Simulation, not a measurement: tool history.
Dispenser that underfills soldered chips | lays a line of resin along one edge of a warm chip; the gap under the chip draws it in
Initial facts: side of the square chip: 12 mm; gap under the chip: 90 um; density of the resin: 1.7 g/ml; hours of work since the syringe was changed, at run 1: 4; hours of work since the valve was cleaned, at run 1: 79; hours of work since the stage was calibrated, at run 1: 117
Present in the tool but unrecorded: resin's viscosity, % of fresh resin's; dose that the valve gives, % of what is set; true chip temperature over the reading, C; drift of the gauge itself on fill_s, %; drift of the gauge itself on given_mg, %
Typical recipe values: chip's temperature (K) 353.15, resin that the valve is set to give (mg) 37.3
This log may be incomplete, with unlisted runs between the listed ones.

run    day  chip's temperature (K)  resin that the valve is set to give (mg)  hours of work since the syringe was changed  hours of work since the valve was cleaned  hours of work since the stage was calibrated  time until the resin shows at the far edge (s)  resin that the valve gave (mg)
  1  0.000                  353.15                                      37.3                                            4                                         79                                           117                                            71.1                           34.71
     0.108  -- new syringe of resin
  2  0.304                  353.15                                      37.3                                            4                                         84                                           123                                            70.5                           34.41
     0.433  -- new syringe of resin
  3  0.579                  353.15                                      37.3                                            3                                         89                                           128                                            67.4                           33.98
     0.771  -- new syringe of resin
  4  0.800                  353.15                                      37.3                                            1                                         93                                           132                                            60.6                           34.11
     1.008  -- dispensing valve cleaned and set on the balance
  5  1.088                  353.15                                      37.3                                            5                                          2                                           137                                            76.1                           37.15
     1.150  -- new syringe of resin
  6  1.396                  353.15                                      37.3                                            5                                          7                                           143                                            72.8                           37.30
     1.475  -- new syringe of resin
  7  1.679                  353.15                                      41.6                                            4                                         12                                           148                                            69.6                           41.04
     1.808  -- new syringe of resin
  8  1.921                  353.15                                      37.3                                            2                                         17                                           152                                            63.4                           36.68
     2.133  -- new syringe of resin
  9  2.133                  353.15                                      37.3                                            0                                         21                                           156                                            56.7                           36.51
 10  2.267                  353.15                                      31.9                                            3                                         23                                           159                                            66.7                           31.32
 11  2.400                  358.15                                      31.9                                            5                                         26                                           161                                            59.6                           31.38
     2.467  -- new syringe of resin
 12  2.550                  358.15                                      31.9                                            2                                         28                                           164                                            50.2                           31.16
     2.800  -- new syringe of resin
 13  2.842                  353.15                                      37.3                                            1                                         34                                           169                                            58.6                           36.22
 14  3.096                  353.15                                      37.3                                            6                                         39                                           174                                            74.8                           35.62
     3.138  -- new syringe of resin
 15  3.329                  353.15                                      37.3                                            4                                         43                                           178                                            68.8                           35.81
     3.462  -- new syringe of resin
 16  3.467                  353.15                                      37.3                                            0                                         45                                           181                                            57.4                           35.80
 17  3.621                  345.15                                      37.3                                            3                                         48                                           184                                           100.8                           35.63
     3.800  -- new syringe of resin
 18  3.875                  345.15                                      37.3                                            1                                         53                                           188                                            93.5                           35.69
 19  4.075                  357.15                                      33.1                                            5                                         57                                           192                                            61.3                           31.61
     4.138  -- new syringe of resin
 20  4.208                  343.15                                      43.3                                            1                                         59                                           194                                           103.1                           41.07
     4.458  -- new syringe of resin
 21  4.525                  343.15                                      43.3                                            1                                         65                                           200                                           100.5                           40.92
 22  4.700                  343.15                                      43.3                                            5                                         68                                           204                                           124.1                           40.89
     4.788  -- new syringe of resin
 23  4.925                  349.15                                      42.8                                            3                                         72                                           208                                            77.8                           39.79
 24  5.088                  353.15                                      40.9                                            6                                         75                                           211                                            74.1                           38.32
     5.112  -- new syringe of resin
 25  5.275                  353.15                                      32.3                                            3                                         79                                           214                                            69.1                           29.71
     5.442  -- new syringe of resin
 26  5.567                  355.15                                      32.7                                            2                                         84                                           219                                            59.3                           30.39
     5.775  -- new syringe of resin
 27  5.800                  364.15                                      33.0                                            0                                         88                                           224                                            33.9                           30.56
 28  5.942                  356.15                                      36.4                                            3                                         91                                           226                                            57.0                           33.60
     6.112  -- new syringe of resin
 29  6.121                  356.15                                      36.4                                            0                                         94                                           230                                            48.0                           33.39
     6.258  -- dispensing valve cleaned and set on the balance
 30  6.354                  356.15                                      36.4                                            4                                          2                                           233                                            58.5                           36.29
     6.475  -- new syringe of resin
 31  6.612                  356.15                                      36.4                                            3                                          7                                           238                                            55.0                           36.22
     6.808  -- new syringe of resin
 32  6.854                  341.15                                      47.7                                            1                                         11                                           242                                           108.6                           47.02
 33  7.108                  341.15                                      47.7                                            6                                         16                                           247                                           145.0                           47.23
     7.138  -- new syringe of resin
 34  7.312                  359.15                                      32.0                                            3                                         20                                           251                                            50.0                           31.53
     7.483  -- new syringe of resin
 35  7.562                  353.15                                      35.4                                            2                                         24                                           255                                            59.9                           34.57

The logged runs with the hidden state left out (each run's random variation unchanged):
run  time until the resin shows at the far edge (s)  resin that the valve gave (mg)
  1                                            58.5                           37.42
  2                                            58.8                           37.30
  3                                            59.4                           37.04
  4                                            59.5                           37.32
  5                                            59.0                           37.14
  6                                            58.6                           37.47
  7                                            58.2                           41.44
  8                                            58.3                           37.21
  9                                            58.3                           37.16
 10                                            59.9                           31.94
 11                                            46.7                           32.08
 12                                            47.0                           31.93
 13                                            58.3                           37.30
 14                                            57.6                           36.85
 15                                            58.5                           37.19
 16                                            58.7                           37.27
 17                                            88.4                           37.20
 18                                            89.3                           37.42
 19                                            47.5                           33.26
 20                                           100.5                           43.32
 21                                            96.6                           43.41
 22                                            99.8                           43.53
 23                                            71.3                           42.54
 24                                            57.4                           41.08
 25                                            59.8                           31.96
 26                                            54.1                           32.87
 27                                            34.1                           33.18
 28                                            50.2                           36.57
 29                                            49.8                           36.46
 30                                            50.6                           36.36
 31                                            50.5                           36.44
 32                                           108.6                           47.49
 33                                           112.1                           47.91
 34                                            43.7                           32.10
 35                                            58.9                           35.35
